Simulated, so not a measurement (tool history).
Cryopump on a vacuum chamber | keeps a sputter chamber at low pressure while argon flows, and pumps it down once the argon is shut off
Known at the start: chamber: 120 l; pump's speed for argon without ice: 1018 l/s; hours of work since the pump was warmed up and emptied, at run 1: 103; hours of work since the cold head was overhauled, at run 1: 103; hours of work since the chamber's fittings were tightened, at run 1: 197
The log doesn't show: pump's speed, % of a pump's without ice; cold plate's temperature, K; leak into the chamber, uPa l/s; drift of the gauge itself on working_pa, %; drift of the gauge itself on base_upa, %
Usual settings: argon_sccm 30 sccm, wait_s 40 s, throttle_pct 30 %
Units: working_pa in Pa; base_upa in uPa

| run | day | argon_sccm | wait_s | throttle_pct | hours of work since the pump was warmed up and emptied | hours of work since the cold head was overhauled | hours of work since the chamber's fittings were tightened | working_pa | base_upa |
|---|---|---|---|---|---|---|---|---|---|
| 1 | 0.000 | 30 | 40 | 30 | 103 | 103 | 197 | 0.1686 | 2.75 |
| 2 | 0.342 | 30 | 274 | 30 | 109 | 109 | 203 | 0.1687 | 0.80 |
| 3 | 0.688 | 30 | 274 | 30 | 115 | 115 | 209 | 0.1683 | 0.81 |
| 4 | 1.071 | 30 | 274 | 30 | 122 | 122 | 216 | 0.1691 | 0.84 |
| 5 | 1.742 | 30 | 274 | 30 | 133 | 133 | 228 | 0.1673 | 0.85 |
| 6 | 2.279 | 30 | 80 | 30 | 143 | 143 | 237 | 0.1696 | 1.68 |
| 7 | 2.662 | 30 | 40 | 30 | 149 | 149 | 244 | 0.1675 | 2.83 |
| 8 | 3.262 | 30 | 40 | 30 | 160 | 160 | 254 | 0.1696 | 2.91 |
| 9 | 3.829 | 30 | 40 | 30 | 170 | 170 | 264 | 0.1691 | 2.85 |
| 10 | 4.304 | 30 | 40 | 30 | 178 | 178 | 273 | 0.1684 | 2.95 |
| 11 | 4.779 | 30 | 40 | 30 | 187 | 187 | 281 | 0.1699 | 2.87 |
| 12 | 5.471 | 30 | 40 | 30 | 199 | 199 | 293 | 0.1697 | 2.81 |
| 13 | 5.975 | 30 | 40 | 30 | 208 | 208 | 302 | 0.1712 | 2.94 |
| 14 | 6.571 | 30 | 40 | 30 | 218 | 218 | 312 | 0.1682 | 2.85 |
| 15 | 7.217 | 30 | 40 | 38 | 229 | 229 | 324 | 0.1350 | 3.00 |
| 16 | 7.825 | 30 | 40 | 30 | 240 | 240 | 334 | 0.1714 | 2.92 |
| 17 | 8.283 | 30 | 40 | 30 | 248 | 248 | 342 | 0.1706 | 2.94 |
| 18 | 8.604 | 21 | 40 | 30 | 254 | 254 | 348 | 0.1198 | 2.96 |
| 19 | 9.225 | 14 | 40 | 30 | 264 | 264 | 359 | 0.0793 | 3.01 |
| 20 | 9.858 | 14 | 40 | 30 | 275 | 275 | 370 | 0.0795 | 2.86 |
| 21 | 10.283 | 55 | 52 | 57 | 283 | 283 | 377 | 0.1700 | 2.49 |
| 22 | 10.621 | 55 | 52 | 57 | 289 | 289 | 383 | 0.1711 | 2.47 |
| 23 | 11.154 | 24 | 243 | 27 | 298 | 298 | 393 | 0.1501 | 1.04 |
| 24 | 11.488 | 26 | 54 | 21 | 304 | 304 | 398 | 0.2118 | 2.43 |
| 25 | 11.958 | 49 | 245 | 41 | 312 | 312 | 407 | 0.2080 | 1.10 |
| 26 | 12.338 | 27 | 245 | 30 | 319 | 319 | 413 | 0.1540 | 1.04 |
| 27 | 12.688 | 30 | 40 | 19 | 325 | 325 | 419 | 0.2679 | 3.01 |
| 28 | 13.208 | 30 | 40 | 19 | 334 | 334 | 428 | 0.2654 | 3.01 |
| 29 | 13.833 | 30 | 40 | 19 | 345 | 345 | 439 | 0.2714 | 3.01 |
| 30 | 14.338 | 30 | 41 | 29 | 354 | 354 | 448 | 0.1774 | 3.06 |
| 31 | 14.983 | 45 | 255 | 49 | 365 | 365 | 460 | 0.1628 | 1.14 |
| 32 | 15.508 | 45 | 255 | 49 | 374 | 374 | 469 | 0.1650 | 1.05 |
| 33 | 16.167 | 45 | 255 | 49 | 386 | 386 | 480 | 0.1650 | 1.12 |
| 34 | 16.483 | 20 | 40 | 59 | 391 | 391 | 486 | 0.0620 | 3.19 |

3 ways to go on from here, each from the tool as it stands after run 34. What would each give?
| A | 16.821 | 13 | 24 | 19 | 397 | 397 | 492 | ? | ? |
| B | 16.821 | 14 | 105 | 57 | 397 | 397 | 492 | ? | ? |
| C | 16.821 | 22 | 40 | 59 | 397 | 397 | 492 | ? | ? |

| run | working_pa | base_upa |
|---|---|---|
| A | 0.1179 | 4.66 |
| B | 0.0430 | 1.59 |
| C | 0.0679 | 3.24 |
Without the tool's hidden state the same runs would have given:
| run | working_pa | base_upa |
|---|---|---|
| A | 0.1145 | 4.19 |
| B | 0.0395 | 1.13 |
| C | 0.0622 | 2.75 |
